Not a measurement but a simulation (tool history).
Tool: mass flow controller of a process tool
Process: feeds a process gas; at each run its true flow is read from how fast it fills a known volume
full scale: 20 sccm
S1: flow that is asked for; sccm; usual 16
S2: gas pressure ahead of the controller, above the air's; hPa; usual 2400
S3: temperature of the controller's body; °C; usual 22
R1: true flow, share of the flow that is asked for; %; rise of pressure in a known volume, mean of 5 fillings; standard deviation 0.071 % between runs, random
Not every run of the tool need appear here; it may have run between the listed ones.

Run 1, hour 0: usual settings. Result: R1 99.76 %.
Run 2, hour 220.7: usual settings but S3 21 °C. Result: R1 99.7 %.
Run 3, hour 389.9: usual settings but S3 35 °C. Result: R1 100.45 %.
Run 4, hour 566.6: usual settings but S3 35 °C. Result: R1 100.53 %.
Run 5, hour 694.9: usual settings but S3 35 °C. Result: R1 100.39 %.
Run 6, hour 985.7: usual settings but S3 35 °C. Result: R1 100.22 %.
Run 7, hour 1241.3: usual settings but S3 35 °C. Result: R1 100.18 %.
Run 8, hour 1548.9: usual settings but S3 35 °C. Result: R1 100.16 %.
Run 9, hour 1725: usual settings but S1 13 sccm. Result: R1 99.39 %.
Run 10, hour 1880: usual settings but S1 13 sccm. Result: R1 99.24 %.
At hour 2012.9: controller's zero set anew.
Run 11, hour 2120.5: usual settings but S1 3 sccm, S2 1830 hPa. Result: R1 98.98 %.
Run 12, hour 2322: usual settings but S1 3 sccm, S2 1830 hPa. Result: R1 98.77 %.
Run 13, hour 2467.3: usual settings but S2 1440 hPa, S3 24 °C. Result: R1 99.08 %.
Run 14, hour 2694.5: usual settings but S2 1440 hPa, S3 24 °C. Result: R1 99.1 %.
Run 15, hour 2970.8: usual settings but S1 8 sccm, S2 2000 hPa. Result: R1 98.92 %.
Run 16, hour 3105.1: usual settings but S1 8 sccm, S2 2000 hPa. Result: R1 98.87 %.
Run 17, hour 3268.3: usual settings but S1 3 sccm, S2 1890 hPa, S3 28 °C. Result: R1 98.93 %.
Run 18, hour 3423.2: usual settings but S1 3 sccm, S2 2600 hPa, S3 30 °C. Result: R1 99.22 %.

Alternative continuations, all from the tool just after run 18; predict every row:
Run A, hour 3577.2: usual settings but S1 10 sccm, S2 2210 hPa, S3 37 °C. Result: R1 ?.
Run B, hour 3577.2: usual settings but S1 17 sccm, S2 1440 hPa, S3 23 °C. Result: R1 ?.
Run C, hour 3577.2: usual settings but S1 11 sccm, S2 2600 hPa, S3 21 °C. Result: R1 ?.
Run D, hour 3577.2: usual settings but S2 1490 hPa. Result: R1 ?.

run     R1
  A  99.46
  B  98.78
  C  98.74
  D  98.68
With the hidden condition removed and each run's random variation left untouched, the same runs would have given:
run      R1
  A  100.45
  B   99.76
  C   99.72
  D   99.66
